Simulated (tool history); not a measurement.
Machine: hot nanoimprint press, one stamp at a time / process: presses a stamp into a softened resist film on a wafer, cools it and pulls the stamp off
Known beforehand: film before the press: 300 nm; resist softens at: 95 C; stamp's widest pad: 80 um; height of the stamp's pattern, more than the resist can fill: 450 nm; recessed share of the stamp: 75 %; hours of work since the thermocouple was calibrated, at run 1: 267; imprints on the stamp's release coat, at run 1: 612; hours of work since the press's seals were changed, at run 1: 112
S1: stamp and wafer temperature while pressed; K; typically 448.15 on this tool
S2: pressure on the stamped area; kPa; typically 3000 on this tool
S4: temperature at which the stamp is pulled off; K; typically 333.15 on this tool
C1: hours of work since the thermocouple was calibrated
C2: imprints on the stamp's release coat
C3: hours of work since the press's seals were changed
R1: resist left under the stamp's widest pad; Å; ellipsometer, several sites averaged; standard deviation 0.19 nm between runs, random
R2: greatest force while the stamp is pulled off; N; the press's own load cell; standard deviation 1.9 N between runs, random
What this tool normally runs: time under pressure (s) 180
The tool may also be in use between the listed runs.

{"run": 1, "hour": 0.0, "S1": 448.15, "S2": 3000, "time under pressure (s)": 180, "S4": 333.15, "C1": 267, "C2": 612, "C3": 112, "R1": 1679, "R2": 198}
{"run": 2, "hour": 80.3, "S1": 448.15, "S2": 3000, "time under pressure (s)": 102, "S4": 333.15, "C1": 331, "C2": 960, "C3": 176, "R1": 1983, "R2": 201}
{"hour": 144.0, "done": "plate thermocouple calibrated"}
{"run": 3, "hour": 173.5, "S1": 448.15, "S2": 3000, "time under pressure (s)": 102, "S4": 336.15, "C1": 23, "C2": 1350, "C3": 248, "R1": 1984, "R2": 184}
{"run": 4, "hour": 225.9, "S1": 448.15, "S2": 3000, "time under pressure (s)": 102, "S4": 336.15, "C1": 65, "C2": 1577, "C3": 289, "R1": 1984, "R2": 182}
{"hour": 259.9, "done": "stamp cleaned and given a new release coat"}
{"run": 5, "hour": 310.6, "S1": 448.15, "S2": 3000, "time under pressure (s)": 102, "S4": 336.15, "C1": 127, "C2": 219, "C3": 352, "R1": 1982, "R2": 182}
{"run": 6, "hour": 409.5, "S1": 448.15, "S2": 3000, "time under pressure (s)": 180, "S4": 333.15, "C1": 206, "C2": 647, "C3": 430, "R1": 1681, "R2": 202}
{"run": 7, "hour": 486.5, "S1": 448.15, "S2": 3000, "time under pressure (s)": 180, "S4": 333.15, "C1": 267, "C2": 981, "C3": 491, "R1": 1685, "R2": 199}
{"run": 8, "hour": 565.3, "S1": 448.15, "S2": 3000, "time under pressure (s)": 180, "S4": 333.15, "C1": 330, "C2": 1322, "C3": 554, "R1": 1688, "R2": 199}
{"hour": 630.4, "done": "plate thermocouple calibrated"}
{"hour": 661.0, "done": "stamp cleaned and given a new release coat"}
{"run": 9, "hour": 669.4, "S1": 448.15, "S2": 3000, "time under pressure (s)": 180, "S4": 333.15, "C1": 26, "C2": 36, "C3": 629, "R1": 1684, "R2": 198}
{"run": 10, "hour": 724.3, "S1": 448.15, "S2": 3000, "time under pressure (s)": 180, "S4": 333.15, "C1": 70, "C2": 274, "C3": 673, "R1": 1687, "R2": 196}
{"run": 11, "hour": 771.8, "S1": 448.15, "S2": 3000, "time under pressure (s)": 180, "S4": 333.15, "C1": 107, "C2": 480, "C3": 711, "R1": 1685, "R2": 199}
{"run": 12, "hour": 846.9, "S1": 448.15, "S2": 3000, "time under pressure (s)": 180, "S4": 333.15, "C1": 167, "C2": 805, "C3": 770, "R1": 1685, "R2": 199}
{"run": 13, "hour": 895.9, "S1": 448.15, "S2": 3000, "time under pressure (s)": 180, "S4": 333.15, "C1": 206, "C2": 1016, "C3": 809, "R1": 1686, "R2": 200}
{"run": 14, "hour": 940.8, "S1": 448.15, "S2": 3000, "time under pressure (s)": 180, "S4": 334.15, "C1": 242, "C2": 1211, "C3": 845, "R1": 1689, "R2": 194}
{"run": 15, "hour": 995.6, "S1": 459.15, "S2": 3000, "time under pressure (s)": 297, "S4": 334.15, "C1": 285, "C2": 1448, "C3": 888, "R1": 1006, "R2": 199}
{"hour": 1059.5, "done": "stamp cleaned and given a new release coat"}
{"run": 16, "hour": 1081.2, "S1": 448.15, "S2": 4100, "time under pressure (s)": 160, "S4": 333.15, "C1": 348, "C2": 93, "C3": 952, "R1": 1528, "R2": 200}
{"hour": 1123.7, "done": "plate thermocouple calibrated"}
{"hour": 1128.3, "done": "gauge calibrated"}
{"run": 17, "hour": 1148.6, "S1": 448.15, "S2": 2330, "time under pressure (s)": 160, "S4": 333.15, "C1": 20, "C2": 372, "C3": 1003, "R1": 1929, "R2": 194}
{"run": 18, "hour": 1224.1, "S1": 448.15, "S2": 2330, "time under pressure (s)": 160, "S4": 333.15, "C1": 80, "C2": 699, "C3": 1063, "R1": 1923, "R2": 196}
{"run": 19, "hour": 1319.8, "S1": 445.15, "S2": 1900, "time under pressure (s)": 214, "S4": 333.15, "C1": 156, "C2": 1113, "C3": 1139, "R1": 2068, "R2": 197}
{"run": 20, "hour": 1413.2, "S1": 443.15, "S2": 4080, "time under pressure (s)": 180, "S4": 332.15, "C1": 230, "C2": 1517, "C3": 1213, "R1": 1712, "R2": 203}
{"hour": 1455.4, "done": "press's hydraulic seals changed and the load cell set to zero"}
{"hour": 1468.5, "done": "stamp cleaned and given a new release coat"}
{"run": 21, "hour": 1494.6, "S1": 443.15, "S2": 4080, "time under pressure (s)": 180, "S4": 332.15, "C1": 283, "C2": 113, "C3": 26, "R1": 1712, "R2": 203}
{"run": 22, "hour": 1579.0, "S1": 441.15, "S2": 3000, "time under pressure (s)": 112, "S4": 333.15, "C1": 350, "C2": 479, "C3": 93, "R1": 2273, "R2": 199}
{"hour": 1619.2, "done": "plate thermocouple calibrated"}
{"run": 23, "hour": 1632.1, "S1": 441.15, "S2": 3000, "time under pressure (s)": 112, "S4": 333.15, "C1": 10, "C2": 696, "C3": 133, "R1": 2277, "R2": 196}
{"run": 24, "hour": 1730.6, "S1": 441.15, "S2": 3000, "time under pressure (s)": 167, "S4": 321.15, "C1": 88, "C2": 1122, "C3": 211, "R1": 2079, "R2": 258}
{"run": 25, "hour": 1824.9, "S1": 441.15, "S2": 3000, "time under pressure (s)": 167, "S4": 321.15, "C1": 163, "C2": 1530, "C3": 286, "R1": 2082, "R2": 257}
{"hour": 1869.6, "done": "stamp cleaned and given a new release coat"}
{"run": 26, "hour": 1878.7, "S1": 448.15, "S2": 3000, "time under pressure (s)": 180, "S4": 328.15, "C1": 201, "C2": 40, "C3": 324, "R1": 1684, "R2": 222}
{"run": 27, "hour": 1968.7, "S1": 448.15, "S2": 3000, "time under pressure (s)": 180, "S4": 328.15, "C1": 273, "C2": 429, "C3": 396, "R1": 1686, "R2": 222}
{"run": 28, "hour": 2060.7, "S1": 448.15, "S2": 3000, "time under pressure (s)": 180, "S4": 328.15, "C1": 346, "C2": 827, "C3": 469, "R1": 1688, "R2": 222}

Here are 3 independent what-if runs from the current tool condition. What would each one return?
{"hour": 2103.8, "done": "plate thermocouple calibrated"}
{"run": "A", "hour": 2105.9, "S1": 448.15, "S2": 3040, "time under pressure (s)": 180, "S4": 328.15, "C1": 2, "C2": 1010, "C3": 502, "R1": "?", "R2": "?"}
{"hour": 2103.8, "done": "plate thermocouple calibrated"}
{"run": "B", "hour": 2105.9, "S1": 436.15, "S2": 3000, "time under pressure (s)": 210, "S4": 333.15, "C1": 2, "C2": 1010, "C3": 502, "R1": "?", "R2": "?"}
{"hour": 2103.8, "done": "plate thermocouple calibrated"}
{"run": "C", "hour": 2105.9, "S1": 448.15, "S2": 2830, "time under pressure (s)": 264, "S4": 328.15, "C1": 2, "C2": 1010, "C3": 502, "R1": "?", "R2": "?"}

run=A R1=1677 R2=221
run=B R1=2234 R2=201
run=C R1=1526 R2=224
What these runs would have given with no unlogged condition in the tool:
run=A R1=1667 R2=220
run=B R1=2221 R2=200
run=C R1=1517 R2=223
